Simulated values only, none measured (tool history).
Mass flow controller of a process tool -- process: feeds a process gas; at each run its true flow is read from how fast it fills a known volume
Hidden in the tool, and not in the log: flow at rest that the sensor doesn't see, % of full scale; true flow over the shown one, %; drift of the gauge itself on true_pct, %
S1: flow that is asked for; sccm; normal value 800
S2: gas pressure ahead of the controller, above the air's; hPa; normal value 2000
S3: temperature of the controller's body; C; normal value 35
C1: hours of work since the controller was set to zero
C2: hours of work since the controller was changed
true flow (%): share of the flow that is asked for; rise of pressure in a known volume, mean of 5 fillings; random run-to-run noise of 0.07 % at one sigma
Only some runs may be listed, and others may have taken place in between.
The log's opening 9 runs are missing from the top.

{"run": 10, "day": 33.554, "S1": 800, "S2": 2000, "S3": 33, "C1": 580, "C2": 580, "true flow (%)": 99.2}
{"run": 11, "day": 37.596, "S1": 800, "S2": 2000, "S3": 21, "C1": 615, "C2": 615, "true flow (%)": 99.62}
{"run": 12, "day": 43.067, "S1": 800, "S2": 2000, "S3": 21, "C1": 662, "C2": 662, "true flow (%)": 99.65}
{"run": 13, "day": 46.892, "S1": 800, "S2": 2000, "S3": 21, "C1": 694, "C2": 694, "true flow (%)": 99.59}
{"run": 14, "day": 49.808, "S1": 800, "S2": 2020, "S3": 21, "C1": 719, "C2": 719, "true flow (%)": 99.5}
{"run": 15, "day": 54.525, "S1": 800, "S2": 2000, "S3": 30, "C1": 760, "C2": 760, "true flow (%)": 99.16}
{"run": 16, "day": 59.238, "S1": 800, "S2": 1480, "S3": 30, "C1": 800, "C2": 800, "true flow (%)": 99.07}
{"run": 17, "day": 62.771, "S1": 800, "S2": 1480, "S3": 30, "C1": 831, "C2": 831, "true flow (%)": 99.12}
{"run": 18, "day": 65.442, "S1": 758, "S2": 2000, "S3": 29, "C1": 853, "C2": 853, "true flow (%)": 99.11}
{"run": 19, "day": 68.475, "S1": 734, "S2": 1900, "S3": 27, "C1": 880, "C2": 880, "true flow (%)": 99.17}
{"run": 20, "day": 72.488, "S1": 734, "S2": 1900, "S3": 27, "C1": 914, "C2": 914, "true flow (%)": 99.06}
{"run": 21, "day": 77.65, "S1": 734, "S2": 1900, "S3": 27, "C1": 958, "C2": 958, "true flow (%)": 99.06}
{"run": 22, "day": 83.088, "S1": 734, "S2": 1900, "S3": 27, "C1": 1005, "C2": 1005, "true flow (%)": 98.92}
{"run": 23, "day": 88.504, "S1": 151, "S2": 1870, "S3": 22, "C1": 1051, "C2": 1051, "true flow (%)": 98.59}
{"run": 24, "day": 93.429, "S1": 205, "S2": 2250, "S3": 29, "C1": 1094, "C2": 1094, "true flow (%)": 98.31}
{"run": 25, "day": 96.133, "S1": 800, "S2": 1840, "S3": 20, "C1": 1117, "C2": 1117, "true flow (%)": 99.15}
{"run": 26, "day": 101.383, "S1": 694, "S2": 2580, "S3": 25, "C1": 1162, "C2": 1162, "true flow (%)": 98.73}
{"run": 27, "day": 106.221, "S1": 800, "S2": 2000, "S3": 35, "C1": 1203, "C2": 1203, "true flow (%)": 98.46}
{"run": 28, "day": 111.388, "S1": 425, "S2": 2000, "S3": 34, "C1": 1248, "C2": 1248, "true flow (%)": 98.13}
{"run": 29, "day": 114.25, "S1": 227, "S2": 2150, "S3": 31, "C1": 1272, "C2": 1272, "true flow (%)": 97.99}
{"run": 30, "day": 119.783, "S1": 800, "S2": 1490, "S3": 20, "C1": 1320, "C2": 1320, "true flow (%)": 99.08}
{"run": 31, "day": 122.583, "S1": 800, "S2": 1490, "S3": 20, "C1": 1344, "C2": 1344, "true flow (%)": 99.26}
{"run": 32, "day": 126.025, "S1": 800, "S2": 1490, "S3": 20, "C1": 1373, "C2": 1373, "true flow (%)": 99.07}
{"run": 33, "day": 130.883, "S1": 800, "S2": 1750, "S3": 20, "C1": 1415, "C2": 1415, "true flow (%)": 98.99}

4 ways to go on from here, each from the tool as it stands after run 33. What would each give?
{"run": "A", "day": 134.546, "S1": 470, "S2": 2070, "S3": 33, "C1": 1446, "C2": 1446, "true flow (%)": "?"}
{"run": "B", "day": 134.546, "S1": 906, "S2": 1750, "S3": 20, "C1": 1446, "C2": 1446, "true flow (%)": "?"}
{"run": "C", "day": 134.546, "S1": 162, "S2": 2100, "S3": 26, "C1": 1446, "C2": 1446, "true flow (%)": "?"}
{"run": "D", "day": 134.546, "S1": 800, "S2": 2000, "S3": 30, "C1": 1446, "C2": 1446, "true flow (%)": "?"}

run=A true_flow_(%)=98.02
run=B true_flow_(%)=99.07
run=C true_flow_(%)=98.05
run=D true_flow_(%)=98.48
Without the tool's hidden state the same runs would have given:
run=A true_flow_(%)=99.15
run=B true_flow_(%)=100.21
run=C true_flow_(%)=99.18
run=D true_flow_(%)=99.61
